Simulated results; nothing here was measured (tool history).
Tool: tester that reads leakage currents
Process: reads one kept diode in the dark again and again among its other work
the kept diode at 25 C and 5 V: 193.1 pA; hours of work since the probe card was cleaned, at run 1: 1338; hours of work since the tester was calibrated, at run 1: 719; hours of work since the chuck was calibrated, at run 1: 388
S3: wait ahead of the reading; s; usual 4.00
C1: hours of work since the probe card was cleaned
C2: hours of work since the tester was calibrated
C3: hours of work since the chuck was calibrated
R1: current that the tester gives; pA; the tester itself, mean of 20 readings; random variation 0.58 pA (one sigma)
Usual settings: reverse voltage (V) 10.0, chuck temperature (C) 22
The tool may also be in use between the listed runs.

run 1 hour=0.0 | reverse_voltage_(V)=10.0 chuck_temperature_(C)=22 S3=4.00 | C1=1338 C2=719 C3=388 | R1=203.23
run 2 hour=81.5 | reverse_voltage_(V)=10.0 chuck_temperature_(C)=22 S3=4.00 | C1=1387 C2=767 C3=437 | R1=203.97
run 3 hour=172.4 | reverse_voltage_(V)=10.0 chuck_temperature_(C)=22 S3=4.00 | C1=1441 C2=821 C3=491 | R1=203.50
run 4 hour=226.3 | reverse_voltage_(V)=10.0 chuck_temperature_(C)=22 S3=4.00 | C1=1473 C2=854 C3=523 | R1=204.76
run 5 hour=320.1 | reverse_voltage_(V)=1.7 chuck_temperature_(C)=22 S3=4.00 | C1=1529 C2=909 C3=579 | R1=107.86
run 6 hour=448.6 | reverse_voltage_(V)=1.7 chuck_temperature_(C)=22 S3=4.00 | C1=1606 C2=986 C3=656 | R1=108.89
run 7 hour=574.7 | reverse_voltage_(V)=1.7 chuck_temperature_(C)=22 S3=4.00 | C1=1681 C2=1061 C3=731 | R1=109.31
run 8 hour=661.2 | reverse_voltage_(V)=1.7 chuck_temperature_(C)=22 S3=4.00 | C1=1732 C2=1113 C3=783 | R1=108.97
run 9 hour=773.8 | reverse_voltage_(V)=10.0 chuck_temperature_(C)=23 S3=4.00 | C1=1799 C2=1180 C3=850 | R1=227.08
run 10 hour=899.4 | reverse_voltage_(V)=10.0 chuck_temperature_(C)=23 S3=4.00 | C1=1874 C2=1255 C3=925 | R1=227.16
run 11 hour=961.5 | reverse_voltage_(V)=3.9 chuck_temperature_(C)=35 S3=4.00 | C1=1911 C2=1292 C3=962 | R1=398.42
run 12 hour=1085.8 | reverse_voltage_(V)=1.6 chuck_temperature_(C)=58 S3=0.48 | C1=1986 C2=1366 C3=1036 | R1=1431.92
run 13 hour=1159.5 | reverse_voltage_(V)=1.6 chuck_temperature_(C)=58 S3=0.48 | C1=2029 C2=1410 C3=1080 | R1=1437.58
run 14 hour=1273.8 | reverse_voltage_(V)=1.6 chuck_temperature_(C)=58 S3=0.48 | C1=2098 C2=1478 C3=1148 | R1=1440.17
run 15 hour=1343.9 | reverse_voltage_(V)=7.7 chuck_temperature_(C)=33 S3=0.44 | C1=2139 C2=1520 C3=1190 | R1=443.96
run 16 hour=1452.2 | reverse_voltage_(V)=2.7 chuck_temperature_(C)=33 S3=0.44 | C1=2204 C2=1585 C3=1254 | R1=307.04

Forecast run 17:
run 17 hour=1550.3 | reverse_voltage_(V)=2.7 chuck_temperature_(C)=33 S3=0.44 | C1=2262 C2=1643 C3=1313 | R1=?

Run 17 gave R1 308.34 pA.
Without the tool's hidden state the same run would have given R1 291.72 pA.
